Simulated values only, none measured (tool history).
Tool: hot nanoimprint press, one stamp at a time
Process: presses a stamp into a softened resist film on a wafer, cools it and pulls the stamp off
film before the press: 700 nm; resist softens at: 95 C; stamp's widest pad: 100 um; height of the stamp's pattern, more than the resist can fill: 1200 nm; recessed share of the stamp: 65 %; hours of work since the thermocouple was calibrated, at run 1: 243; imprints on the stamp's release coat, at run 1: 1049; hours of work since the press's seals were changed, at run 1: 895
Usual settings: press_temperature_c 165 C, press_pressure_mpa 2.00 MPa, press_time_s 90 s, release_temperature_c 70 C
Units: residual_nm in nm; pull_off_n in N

run	hour	press_temperature_c	press_pressure_mpa	press_time_s	release_temperature_c	hours of work since the thermocouple was calibrated	imprints on the stamp's release coat	hours of work since the press's seals were changed	residual_nm	pull_off_n
1	0.0	165	2.00	90	70	243	1049	895	326.1	296
# hour 37.7: stamp cleaned and given a new release coat
2	49.7	165	2.00	90	70	272	54	924	324.5	208
3	93.9	165	2.00	90	70	301	251	953	327.5	233
4	153.9	165	2.00	90	70	340	518	993	331.1	245
# hour 219.1: press's hydraulic seals changed and the load cell set to zero
5	228.3	165	2.00	113	70	384	815	6	297.2	272
6	294.6	165	2.00	113	60	428	1111	50	298.2	361
# hour 316.6: stamp cleaned and given a new release coat
7	351.0	165	2.00	113	60	462	153	83	298.4	261
8	408.8	165	2.00	113	60	500	411	122	302.2	282
# hour 472.5: plate thermocouple calibrated
9	483.9	165	2.00	113	60	8	733	169	279.1	312
10	523.2	165	2.00	113	60	34	908	195	286.6	321
11	578.8	165	2.00	113	60	70	1156	232	280.5	347
# hour 588.8: stamp cleaned and given a new release coat
12	628.4	165	2.00	123	70	99	176	261	280.6	220
13	660.6	165	2.00	123	70	121	320	282	277.3	227
14	701.5	165	2.00	123	70	148	502	310	278.4	245
15	772.8	165	2.00	123	70	195	820	357	281.9	287
16	816.1	165	2.00	123	70	224	1013	385	285.0	283
17	847.2	157	3.01	167	70	244	1152	406	269.0	298
# hour 860.2: stamp cleaned and given a new release coat
18	890.5	157	3.01	167	70	269	136	431	270.1	228
19	922.4	157	1.43	94	56	290	278	452	458.2	287
20	986.2	159	2.00	70	70	332	562	494	412.4	255
21	1027.8	159	2.00	70	70	360	748	522	418.6	275
22	1075.1	170	2.00	78	65	391	959	553	298.0	308
# hour 1131.9: stamp cleaned and given a new release coat
23	1131.9	170	2.00	78	65	425	0	587	297.8	225
24	1173.6	158	2.00	46	68	452	186	614	488.2	239
25	1215.8	158	2.00	46	68	480	375	642	490.9	245
26	1251.0	158	2.00	46	68	504	531	665	485.8	267
# hour 1307.9: plate thermocouple calibrated
27	1307.9	158	2.00	46	73	0	772	701	462.1	242
28	1382.0	158	2.00	46	73	49	1102	750	464.1	273
# hour 1404.2: stamp cleaned and given a new release coat
29	1432.8	158	2.00	46	73	79	127	780	464.9	203

Measured less the same run without the tool's hidden state. The same run-to-run variation is in both; the gauge's scatter may not be:
The hidden state here: true temperature over the reading, C; pressure that arrives at the usual setting, %; grip of the stamp's worn release coat, % over a new coat's; drift of the gauge itself on residual_nm, %; drift of the gauge itself on pull_off_n, %.
run	residual_nm	pull_off_n
1	+21.1	+90
2	+22.6	+8
3	+24.3	+25
4	+26.7	+45
5	+15.1	+70
6	+17.1	+116
7	+18.8	+21
8	+20.8	+45
9	+2.2	+68
10	+3.5	+83
11	+5.3	+109
12	+6.7	+15
13	+7.7	+26
14	+9.1	+41
15	+11.5	+71
16	+12.9	+83
17	+16.6	+97
18	+18.0	+15
19	+19.0	+31
20	+22.8	+50
21	+24.8	+66
22	+20.6	+89
23	+22.1	+6
24	+30.7	+22
25	+32.5	+37
26	+33.7	+52
27	+6.2	+54
28	+9.2	+81
29	+11.1	+9
